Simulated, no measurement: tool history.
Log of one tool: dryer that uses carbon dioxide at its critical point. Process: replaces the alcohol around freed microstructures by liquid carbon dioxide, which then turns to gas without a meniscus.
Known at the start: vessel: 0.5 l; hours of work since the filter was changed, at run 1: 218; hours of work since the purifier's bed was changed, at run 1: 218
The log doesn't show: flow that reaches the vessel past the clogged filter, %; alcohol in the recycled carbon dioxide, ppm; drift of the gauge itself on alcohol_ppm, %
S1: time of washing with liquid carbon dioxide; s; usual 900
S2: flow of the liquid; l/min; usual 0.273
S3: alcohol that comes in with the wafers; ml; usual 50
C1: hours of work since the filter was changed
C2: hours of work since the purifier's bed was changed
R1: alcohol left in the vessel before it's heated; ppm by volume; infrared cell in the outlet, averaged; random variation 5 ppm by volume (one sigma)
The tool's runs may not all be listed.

run   hour    S1     S2  S3   C1   C2    R1
  1      0   900  0.273  50  218  218   107
  2   38.6   900  0.273  50  245  245   108
  3   88.7   900  0.273  50  280  280   124
  4  113.7   900  0.273  50  297  297   135
  5  154.4   900  0.273  50  325  325   144
  6  196.1   600  0.273  50  354  354   777
  7  232.3   900  0.273  50  379  379   155
  8  288.1   900  0.454  50  418  418    97
  9  321.8   900  0.235  37  442  442   251
 10    368   900  0.169  50  474  474  1344
 11  420.9  1320  0.463  80  510  510   125
     460.5  -- inlet filter changed
 12  473.2  1320  0.463  80    9  546   140
 13  520.9  1380  0.231  60   42  579   146
 14  574.6   960  0.264  58   79  616   195

Forecast each of these 5 alternatives for the next run:
  A  599.7   900  0.264  56  97  634   ?
  B  599.7  1380  0.165  58  97  634   ?
  C  599.7  1200  0.264  58  97  634   ?
  D  599.7   720  0.273  50  97  634   ?
  E  599.7   720   0.44  58  97  634   ?

run   R1
  A  211
  B  249
  C  165
  D  364
  E  167
Without the tool's hidden state the same runs would have given:
run   R1
  A   51
  B   91
  C   10
  D  196
  E   14

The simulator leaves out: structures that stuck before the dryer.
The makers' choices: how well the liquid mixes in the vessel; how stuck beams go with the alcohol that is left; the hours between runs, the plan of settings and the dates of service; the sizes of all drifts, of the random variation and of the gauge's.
